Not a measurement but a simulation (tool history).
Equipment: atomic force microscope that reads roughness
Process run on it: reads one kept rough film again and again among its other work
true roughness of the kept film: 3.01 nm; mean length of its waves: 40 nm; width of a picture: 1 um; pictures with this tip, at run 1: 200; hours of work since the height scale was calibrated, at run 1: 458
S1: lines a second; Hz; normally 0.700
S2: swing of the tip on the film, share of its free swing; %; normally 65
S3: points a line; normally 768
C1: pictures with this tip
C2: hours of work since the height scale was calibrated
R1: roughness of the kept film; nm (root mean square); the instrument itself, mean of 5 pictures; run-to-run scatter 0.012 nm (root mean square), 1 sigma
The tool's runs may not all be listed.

run   hour     S1  S2   S3   C1   C2     R1
  1    0.0  0.700  65  768  200  458  2.726
  2   50.4  0.700  65  768  302  496  2.686
      86.8  -- new tip fitted
  3   97.7  0.700  65  768   22  531  2.808
  4  142.6  0.700  89  768  112  565  2.631
  5  193.7  0.700  89  768  215  604  2.603
  6  220.2  3.032  89  768  269  624  2.108
  7  254.5  1.079  65  604  338  650  2.641
     271.4  -- new tip fitted
  8  282.9  0.700  65  333   23  671  2.813
  9  334.7  0.700  65  333  127  710  2.755

Predict the results of run 10:
 10  365.6  3.805  65  333  189  734   ?

{"run 10": {"R1": 2.497}}
The same run, on a tool lacking any hidden state, would have yielded R1 2.541 nm (root mean square).

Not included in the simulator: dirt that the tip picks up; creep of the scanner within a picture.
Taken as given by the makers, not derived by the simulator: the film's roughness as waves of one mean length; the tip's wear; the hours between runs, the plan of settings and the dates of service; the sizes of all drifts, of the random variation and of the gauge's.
